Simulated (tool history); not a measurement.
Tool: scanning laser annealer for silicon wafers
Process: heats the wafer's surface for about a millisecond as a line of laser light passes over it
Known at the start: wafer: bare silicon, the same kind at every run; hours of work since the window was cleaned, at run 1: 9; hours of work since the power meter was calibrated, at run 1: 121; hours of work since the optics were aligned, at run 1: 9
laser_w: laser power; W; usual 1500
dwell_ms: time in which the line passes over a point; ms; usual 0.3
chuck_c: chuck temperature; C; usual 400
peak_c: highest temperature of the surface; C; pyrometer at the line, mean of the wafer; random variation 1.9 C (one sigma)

run    hour  laser_w  dwell_ms  chuck_c  hours of work since the window was cleaned  hours of work since the power meter was calibrated  hours of work since the optics were aligned  peak_c
  1       0     1500       0.3      400                                           9                                                 121                                            9    1144
  2      75     1500       0.3      400                                          40                                                 151                                           40    1141
  3   111.1     1500       0.3      400                                          54                                                 166                                           54    1140
  4   157.4     1500       0.3      400                                          73                                                 185                                           73    1139
  5   196.3     1500       0.3      400                                          89                                                 201                                           89    1137
  6     252     1500       0.3      400                                         112                                                 223                                          112    1134
  7   328.9     1500     0.342      400                                         143                                                 255                                          143    1188
  8   362.4     1500       0.3      400                                         157                                                 268                                          157    1135
  9   403.8     1540       0.3      400                                         174                                                 285                                          174    1154
 10   449.2     1479       0.3      400                                         192                                                 303                                          192    1120
 11     525     1554       0.3      400                                         223                                                 334                                          223    1158
 12   569.8     1554       0.3      400                                         241                                                 353                                          241    1162
 13   620.5     1554       0.3      400                                         262                                                 373                                          262    1153
 14   681.1     1554       0.3      400                                         286                                                 398                                          286    1155
 15   745.4     1500     0.219      400                                         313                                                 424                                          313    1014
 16   780.5     1500     0.219      400                                         327                                                 438                                          327    1012
 17     822     1500       0.3      406                                         344                                                 455                                          344    1136
 18   869.6     1500       0.3      406                                         363                                                 475                                          363    1132
 19   908.3     1500       0.3      400                                         379                                                 490                                          379    1124
 20   960.6     1500       0.3      400                                         400                                                 512                                          400    1124
 21   999.5     1500       0.3      400                                         416                                                 527                                          416    1124
 22  1045.4     1500       0.3      431                                         435                                                 546                                          435    1155
 23  1093.6     1289     0.332      399                                         454                                                 566                                          454    1049
 24  1141.4     1524     0.213      406                                         474                                                 585                                          474    1018
 25    1184     1524     0.363      380                                         491                                                 602                                          491    1190
 26  1248.8     1524     0.363      380                                         517                                                 629                                          517    1193
     1257.2  -- window over the wafer cleaned
 27  1291.7     1590     0.358      400                                          14                                                 645                                          534    1265
 28  1331.9     1511     0.271      400                                          30                                                 662                                          550    1105
 29    1365     1500     0.372      419                                          44                                                 675                                          564    1249
 30    1434     1500     0.372      419                                          72                                                 703                                          592    1249
 31    1500     1571     0.311      367                                          99                                                 730                                          619    1157
 32  1553.2     1500     0.301      400                                         120                                                 752                                          640    1135
 33  1587.6     1295     0.349      424                                         134                                                 766                                          654    1110
 34  1622.2     1444       0.3      400                                         149                                                 780                                          669    1109
 35  1694.4     1566     0.262      431                                         178                                                 809                                          698    1145
 36  1733.4     1500     0.213      406                                         194                                                 825                                          714    1014
 37    1774     1500     0.213      406                                         210                                                 842                                          730    1016
 38  1807.2     1500     0.241      395                                         224                                                 855                                          744    1048
 39  1857.5     1500     0.241      395                                         244                                                 876                                          764    1044
 40  1889.8     1279     0.346      438                                         257                                                 889                                          777    1108
 41  1937.1     1500       0.3      377                                         277                                                 908                                          797    1110

Forecast each of these 3 alternatives for the next run:
  A  2005.3     1424     0.302      380                                         304                                                 936                                          824       ?
  B  2005.3     1500       0.3      381                                         304                                                 936                                          824       ?
  C  2005.3     1500     0.254      377                                         304                                                 936                                          824       ?

run  peak_c
  A    1075
  B    1108
  C    1045
Without the tool's hidden state the same runs would have given:
run  peak_c
  A    1092
  B    1126
  C    1061

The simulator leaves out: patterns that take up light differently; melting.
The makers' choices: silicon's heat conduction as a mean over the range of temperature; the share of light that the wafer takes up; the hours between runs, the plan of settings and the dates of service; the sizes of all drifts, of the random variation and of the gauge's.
